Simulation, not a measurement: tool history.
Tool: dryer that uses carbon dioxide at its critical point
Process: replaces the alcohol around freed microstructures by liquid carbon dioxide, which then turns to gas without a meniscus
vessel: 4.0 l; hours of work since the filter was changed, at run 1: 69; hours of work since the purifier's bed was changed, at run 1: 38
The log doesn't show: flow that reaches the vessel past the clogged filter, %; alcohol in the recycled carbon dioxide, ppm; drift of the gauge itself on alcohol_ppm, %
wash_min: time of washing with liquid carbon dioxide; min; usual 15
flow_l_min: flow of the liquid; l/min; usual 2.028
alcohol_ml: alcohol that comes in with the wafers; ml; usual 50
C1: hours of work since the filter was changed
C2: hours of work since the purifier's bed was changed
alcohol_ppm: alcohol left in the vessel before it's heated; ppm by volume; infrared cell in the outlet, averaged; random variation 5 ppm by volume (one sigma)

Run 1, hour 0.0: usual settings; C1 69; C2 38. Result: alcohol_ppm 32 ppm by volume.
Run 2, hour 22.0: usual settings; C1 77; C2 46. Result: alcohol_ppm 37 ppm by volume.
Run 3, hour 54.2: usual settings; C1 87; C2 56. Result: alcohol_ppm 41 ppm by volume.
Run 4, hour 87.6: usual settings; C1 98; C2 67. Result: alcohol_ppm 53 ppm by volume.
Run 5, hour 109.0: usual settings but flow_l_min 2.460 l/min; C1 105; C2 74. Result: alcohol_ppm 40 ppm by volume.
Run 6, hour 131.3: usual settings but flow_l_min 2.460 l/min; C1 112; C2 81. Result: alcohol_ppm 37 ppm by volume.
Run 7, hour 147.5: usual settings but flow_l_min 2.460 l/min; C1 117; C2 86. Result: alcohol_ppm 37 ppm by volume.
Run 8, hour 164.3: usual settings but alcohol_ml 102 ml; C1 123; C2 92. Result: alcohol_ppm 81 ppm by volume.
Run 9, hour 197.4: usual settings but alcohol_ml 102 ml; C1 133; C2 102. Result: alcohol_ppm 76 ppm by volume.
Run 10, hour 226.0: usual settings but alcohol_ml 102 ml; C1 143; C2 112. Result: alcohol_ppm 80 ppm by volume.
Run 11, hour 262.1: usual settings; C1 154; C2 123. Result: alcohol_ppm 73 ppm by volume.
Run 12, hour 289.5: usual settings; C1 163; C2 132. Result: alcohol_ppm 77 ppm by volume.
Run 13, hour 321.8: usual settings; C1 174; C2 143. Result: alcohol_ppm 83 ppm by volume.
At hour 331.7: inlet filter changed.
Run 14, hour 348.9: usual settings; C1 6; C2 151. Result: alcohol_ppm 75 ppm by volume.
Run 15, hour 373.6: usual settings but flow_l_min 1.730 l/min; C1 14; C2 159. Result: alcohol_ppm 88 ppm by volume.
Run 16, hour 410.6: usual settings but flow_l_min 1.730 l/min; C1 26; C2 171. Result: alcohol_ppm 103 ppm by volume.
Run 17, hour 434.6: usual settings; C1 33; C2 179. Result: alcohol_ppm 93 ppm by volume.
Run 18, hour 473.1: usual settings; C1 46; C2 191. Result: alcohol_ppm 89 ppm by volume.
Run 19, hour 500.3: usual settings; C1 55; C2 200. Result: alcohol_ppm 95 ppm by volume.
Run 20, hour 524.7: usual settings; C1 63; C2 208. Result: alcohol_ppm 86 ppm by volume.
Run 21, hour 561.9: usual settings but wash_min 12 min; C1 75; C2 220. Result: alcohol_ppm 137 ppm by volume.
Run 22, hour 600.8: usual settings but wash_min 12 min; C1 87; C2 233. Result: alcohol_ppm 145 ppm by volume.
Run 23, hour 620.5: usual settings but wash_min 12 min; C1 94; C2 239. Result: alcohol_ppm 153 ppm by volume.
Run 24, hour 658.0: usual settings but flow_l_min 1.890 l/min, alcohol_ml 69 ml; C1 106; C2 251. Result: alcohol_ppm 129 ppm by volume.
Run 25, hour 677.6: usual settings but wash_min 10 min, alcohol_ml 42 ml; C1 112; C2 258. Result: alcohol_ppm 209 ppm by volume.
Run 26, hour 706.0: usual settings but wash_min 13 min, flow_l_min 1.490 l/min, alcohol_ml 42 ml; C1 121; C2 267. Result: alcohol_ppm 257 ppm by volume.
Run 27, hour 736.3: usual settings but wash_min 13 min, flow_l_min 2.550 l/min, alcohol_ml 42 ml; C1 131; C2 277. Result: alcohol_ppm 128 ppm by volume.
Run 28, hour 770.3: usual settings but flow_l_min 2.050 l/min; C1 142; C2 288. Result: alcohol_ppm 125 ppm by volume.
Run 29, hour 803.8: usual settings but flow_l_min 1.290 l/min; C1 153; C2 298. Result: alcohol_ppm 326 ppm by volume.
Run 30, hour 840.8: usual settings but flow_l_min 1.290 l/min; C1 165; C2 310. Result: alcohol_ppm 332 ppm by volume.
At hour 874.6: inlet filter changed.
Run 31, hour 874.8: usual settings but flow_l_min 1.290 l/min; C1 0; C2 321. Result: alcohol_ppm 235 ppm by volume.
Run 32, hour 895.1: usual settings but alcohol_ml 36 ml; C1 7; C2 328. Result: alcohol_ppm 136 ppm by volume.
Run 33, hour 915.3: usual settings but wash_min 17 min, flow_l_min 2.060 l/min, alcohol_ml 73 ml; C1 13; C2 334. Result: alcohol_ppm 134 ppm by volume.
Run 34, hour 939.2: usual settings but alcohol_ml 21 ml; C1 21; C2 342. Result: alcohol_ppm 147 ppm by volume.
Run 35, hour 960.3: usual settings but wash_min 20 min, flow_l_min 2.880 l/min, alcohol_ml 75 ml; C1 28; C2 349. Result: alcohol_ppm 142 ppm by volume.
Run 36, hour 996.9: usual settings but flow_l_min 1.320 l/min, alcohol_ml 60 ml; C1 40; C2 361. Result: alcohol_ppm 270 ppm by volume.
Run 37, hour 1031.5: usual settings but flow_l_min 1.320 l/min, alcohol_ml 60 ml; C1 51; C2 372. Result: alcohol_ppm 284 ppm by volume.
Run 38, hour 1063.4: usual settings but flow_l_min 1.320 l/min, alcohol_ml 60 ml; C1 61; C2 382. Result: alcohol_ppm 294 ppm by volume.
Run 39, hour 1099.9: usual settings but wash_min 17 min, flow_l_min 1.820 l/min, alcohol_ml 47 ml; C1 73; C2 394. Result: alcohol_ppm 162 ppm by volume.
Run 40, hour 1132.1: usual settings but wash_min 17 min, flow_l_min 2.130 l/min, alcohol_ml 114 ml; C1 83; C2 404. Result: alcohol_ppm 165 ppm by volume.
Run 41, hour 1163.6: usual settings but wash_min 17 min, flow_l_min 2.130 l/min, alcohol_ml 114 ml; C1 94; C2 415. Result: alcohol_ppm 166 ppm by volume.
Run 42, hour 1187.9: usual settings but flow_l_min 1.590 l/min, alcohol_ml 22 ml; C1 101; C2 423. Result: alcohol_ppm 188 ppm by volume.
Run 43, hour 1204.9: usual settings but wash_min 11 min, flow_l_min 2.920 l/min, alcohol_ml 111 ml; C1 107; C2 428. Result: alcohol_ppm 193 ppm by volume.
Run 44, hour 1239.6: usual settings but wash_min 10 min, flow_l_min 3.270 l/min; C1 118; C2 439. Result: alcohol_ppm 177 ppm by volume.

Hidden state at the last listed run before each entry between runs and at the first one after, where it differs:
Between runs 13 and 14: inlet filter changed (hour 331.7)
  flow that reaches the vessel past the clogged filter, %: 84.4 -> 99.5; alcohol in the recycled carbon dioxide, ppm: 60.9 -> 64
  measured less the result without the state, alcohol_ppm: +71 -> +60 ppm by volume
Between runs 30 and 31: inlet filter changed (hour 874.6)
  flow that reaches the vessel past the clogged filter, %: 85.3 -> 99.7; alcohol in the recycled carbon dioxide, ppm: 123.3 -> 127.3
  measured less the result without the state, alcohol_ppm: +228 -> +127 ppm by volume

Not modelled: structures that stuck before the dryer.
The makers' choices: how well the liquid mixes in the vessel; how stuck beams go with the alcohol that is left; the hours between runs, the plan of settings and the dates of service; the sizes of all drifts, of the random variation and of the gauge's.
